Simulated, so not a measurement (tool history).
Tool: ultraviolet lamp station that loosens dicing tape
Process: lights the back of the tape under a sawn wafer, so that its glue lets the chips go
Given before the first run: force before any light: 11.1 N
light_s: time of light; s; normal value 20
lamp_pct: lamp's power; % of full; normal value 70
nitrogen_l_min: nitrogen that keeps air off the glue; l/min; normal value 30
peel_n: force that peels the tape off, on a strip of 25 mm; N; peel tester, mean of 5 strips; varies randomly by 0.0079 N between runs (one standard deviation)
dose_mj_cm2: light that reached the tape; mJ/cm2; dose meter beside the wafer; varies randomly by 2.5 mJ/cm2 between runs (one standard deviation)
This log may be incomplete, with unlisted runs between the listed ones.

run	hour	light_s	lamp_pct	nitrogen_l_min	peel_n	dose_mj_cm2
1	0	20	70	30	0.394	291
2	26.9	11	70	30	1.688	161
3	43.2	11	70	30	1.694	158
4	75.1	11	70	30	1.701	157
# hour 96.8: window cleaned of glue's vapour
5	107.5	11	70	30	1.503	168
6	131.3	20	74	30	0.299	319
7	161.1	20	74	30	0.31	313
8	189.2	20	74	30	0.311	309
9	222	30	83	58	0.085	522
10	249.9	27	82	58	0.095	456

Predict each of these 3 candidate next runs independently; none follows another, all start after run 10:
A	276	29	78	34	?	?
B	276	14	82	39	?	?
C	276	15	70	41	?	?

run	peel_n	dose_mj_cm2
A	0.1	466
B	0.592	234
C	0.705	217
Without the tool's hidden state the same runs would have given:
run	peel_n	dose_mj_cm2
A	0.087	508
B	0.466	255
C	0.561	237

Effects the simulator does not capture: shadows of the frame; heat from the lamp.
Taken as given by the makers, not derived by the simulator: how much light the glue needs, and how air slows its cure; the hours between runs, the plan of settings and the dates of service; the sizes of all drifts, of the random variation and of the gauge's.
